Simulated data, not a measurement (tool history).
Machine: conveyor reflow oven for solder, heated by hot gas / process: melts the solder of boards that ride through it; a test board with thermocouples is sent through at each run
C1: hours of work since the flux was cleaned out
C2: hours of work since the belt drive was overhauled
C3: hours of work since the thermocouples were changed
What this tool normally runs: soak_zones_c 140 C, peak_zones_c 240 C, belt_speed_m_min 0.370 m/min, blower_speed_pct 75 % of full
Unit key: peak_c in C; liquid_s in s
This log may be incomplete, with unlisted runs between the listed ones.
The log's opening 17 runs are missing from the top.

Run 18, hour 869.4: usual settings but belt_speed_m_min 0.344 m/min; C1 167; C2 316; C3 484. Result: peak_c 226.3 C, liquid_s 87.8 s.
At hour 880.9: flux residue cleaned out of gas plates and filters.
Run 19, hour 913.0: usual settings but soak_zones_c 154 C, peak_zones_c 244 C, belt_speed_m_min 0.322 m/min, blower_speed_pct 65 % of full; C1 21; C2 341; C3 509. Result: peak_c 231.1 C, liquid_s 105.0 s.
Run 20, hour 961.4: usual settings but peak_zones_c 245 C, belt_speed_m_min 0.406 m/min, blower_speed_pct 77 % of full; C1 53; C2 373; C3 541. Result: peak_c 226.3 C, liquid_s 73.5 s.
Run 21, hour 1004.5: usual settings but belt_speed_m_min 0.341 m/min; C1 81; C2 401; C3 569. Result: peak_c 227.1 C, liquid_s 88.5 s.
Run 22, hour 1048.8: usual settings but peak_zones_c 233 C, blower_speed_pct 80 % of full; C1 110; C2 431; C3 598. Result: peak_c 219.7 C, liquid_s 76.2 s.
Run 23, hour 1116.1: usual settings but peak_zones_c 239 C; C1 155; C2 475; C3 642. Result: peak_c 223.9 C, liquid_s 79.9 s.
At hour 1141.3: flux residue cleaned out of gas plates and filters.
Run 24, hour 1164.8: usual settings but peak_zones_c 239 C; C1 15; C2 504; C3 671. Result: peak_c 223.2 C, liquid_s 79.3 s.
Run 25, hour 1196.5: usual settings but peak_zones_c 239 C, belt_speed_m_min 0.368 m/min, blower_speed_pct 51 % of full; C1 36; C2 524; C3 692. Result: peak_c 215.1 C, liquid_s 70.3 s.
Run 26, hour 1236.0: usual settings but soak_zones_c 143 C, peak_zones_c 251 C, belt_speed_m_min 0.384 m/min, blower_speed_pct 81 % of full; C1 62; C2 550; C3 718. Result: peak_c 235.1 C, liquid_s 85.3 s.
Run 27, hour 1271.9: usual settings but soak_zones_c 143 C, peak_zones_c 251 C, belt_speed_m_min 0.384 m/min, blower_speed_pct 81 % of full; C1 86; C2 574; C3 742. Result: peak_c 235.2 C, liquid_s 85.1 s.
Run 28, hour 1334.0: usual settings but soak_zones_c 143 C, peak_zones_c 251 C, belt_speed_m_min 0.384 m/min, blower_speed_pct 81 % of full; C1 127; C2 615; C3 782. Result: peak_c 234.9 C, liquid_s 84.8 s.
At hour 1404.6: flux residue cleaned out of gas plates and filters.
Run 29, hour 1408.4: usual settings but soak_zones_c 129 C, belt_speed_m_min 0.316 m/min, blower_speed_pct 59 % of full; C1 3; C2 660; C3 828. Result: peak_c 222.4 C, liquid_s 87.1 s.
Run 30, hour 1474.1: usual settings but soak_zones_c 129 C, peak_zones_c 250 C, belt_speed_m_min 0.408 m/min, blower_speed_pct 77 % of full; C1 46; C2 704; C3 871. Result: peak_c 228.3 C, liquid_s 70.8 s.

Below are 4 alternative next runs, each starting from the tool's condition after run 30. Predict each:
Run A, hour 1514.0: usual settings but soak_zones_c 138 C, peak_zones_c 250 C, belt_speed_m_min 0.408 m/min, blower_speed_pct 77 % of full; C1 72; C2 730; C3 898. Result: peak_c ?, liquid_s ?.
Run B, hour 1514.0: usual settings but peak_zones_c 250 C, belt_speed_m_min 0.425 m/min, blower_speed_pct 56 % of full; C1 72; C2 730; C3 898. Result: peak_c ?, liquid_s ?.
Run C, hour 1514.0: usual settings but soak_zones_c 137 C; C1 72; C2 730; C3 898. Result: peak_c ?, liquid_s ?.
Run D, hour 1514.0: usual settings but belt_speed_m_min 0.374 m/min; C1 72; C2 730; C3 898. Result: peak_c ?, liquid_s ?.

run  peak_c  liquid_s
  A   230.0      75.1
  B   219.5      64.5
  C   224.5      78.2
  D   224.0      78.7
Stripped of hidden state, with their random variation kept, the same runs would have yielded:
run  peak_c  liquid_s
  A   230.1      75.1
  B   219.5      64.6
  C   224.6      78.3
  D   224.1      78.7
